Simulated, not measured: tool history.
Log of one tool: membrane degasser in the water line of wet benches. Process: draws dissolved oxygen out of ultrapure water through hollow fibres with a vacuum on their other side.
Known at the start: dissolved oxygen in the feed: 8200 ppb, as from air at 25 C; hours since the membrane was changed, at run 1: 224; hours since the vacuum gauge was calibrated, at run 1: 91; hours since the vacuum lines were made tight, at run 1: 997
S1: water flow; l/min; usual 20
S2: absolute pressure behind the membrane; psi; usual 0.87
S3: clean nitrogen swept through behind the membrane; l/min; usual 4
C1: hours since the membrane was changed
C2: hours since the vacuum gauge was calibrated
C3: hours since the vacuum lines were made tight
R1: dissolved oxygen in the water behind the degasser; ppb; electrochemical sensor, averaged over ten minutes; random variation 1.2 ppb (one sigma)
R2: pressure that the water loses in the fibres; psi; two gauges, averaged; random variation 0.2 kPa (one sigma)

run,hour,S1,S2,S3,C1,C2,C3,R1,R2
1,0,20,0.87,4,224,91,997,121.4,6.115
2,59.9,20,0.87,4,284,150,1056,123,6.119
3,102.7,20,0.87,4,327,193,1099,123.1,6.131
4,152.5,20,0.87,4,377,243,1149,121.5,6.167
5,220.5,20,0.87,4,445,311,1217,123.1,6.167
6,251.8,20,0.87,4,476,342,1248,123.7,6.138
7,298.5,20,0.87,4,523,389,1295,124.2,6.205
8,336.2,20,0.87,4,561,427,1333,124.5,6.184
9,373.4,20,0.87,4,598,464,1370,125.1,6.161
10,439,20,0.87,4,663,530,1435,121.9,6.173
11,495.3,20,0.55,4,720,586,1492,99.3,6.179
12,534.1,20,0.55,4,758,625,1531,98.9,6.19
# hour 538.5: vacuum gauge calibrated
13,564.1,20,0.55,4,788,26,1560,99,6.197
14,593.5,20,1.703,4,817,55,1590,192.4,6.155
15,655.9,20,1.703,4,880,117,1652,193.3,6.18
# hour 679.1: vacuum gauge calibrated, once more
16,705.9,20,1.703,4.67,929,27,1701,179.7,6.176
17,752.7,20,1.926,4,976,74,1748,214.2,6.18
18,782.7,20,0.87,6.83,1006,104,1778,110.8,6.174
19,829.5,18,0.87,4.05,1053,150,1825,103.3,5.569
20,893,18,0.87,4.05,1116,214,1888,99.8,5.562
21,960.8,20,1.843,8.47,1184,282,1956,148.8,6.19
22,1018.6,15,0.87,4,1242,340,2014,69.5,4.688
23,1052.7,15,0.87,4,1276,374,2048,69.7,4.65
24,1115.4,16,0.87,1.78,1339,436,2111,111.6,4.969
25,1169.5,22,0.87,2.31,1393,490,2165,181.5,6.825
26,1205.7,15,0.87,11.37,1429,527,2201,54.6,4.633
27,1241.9,24,1.42,4.47,1465,563,2237,227.4,7.403
28,1306.1,24,0.689,4.47,1530,627,2302,161,7.416
29,1371.5,21,0.689,4.84,1595,692,2367,123.9,6.563
30,1426.8,18,0.87,4.75,1650,748,2422,99.5,5.604
31,1470.1,18,0.87,4.75,1693,791,2466,100.4,5.645
32,1508.1,20,0.65,3.87,1731,829,2504,112.7,6.293

3 ways to go on from here, each from the tool as it stands after run 32. What would each give?
A,1564.1,14,0.87,4,1787,885,2560,?,?
B,1564.1,13,0.65,3.87,1787,885,2560,?,?
C,1564.1,20,0.65,4.65,1787,885,2560,?,?

run,R1,R2
A,62.7,4.341
B,40.7,4.036
C,110,6.219
Without the tool's hidden state the same runs would have given:
run,R1,R2
A,58,4.257
B,37,3.957
C,101.4,6.099
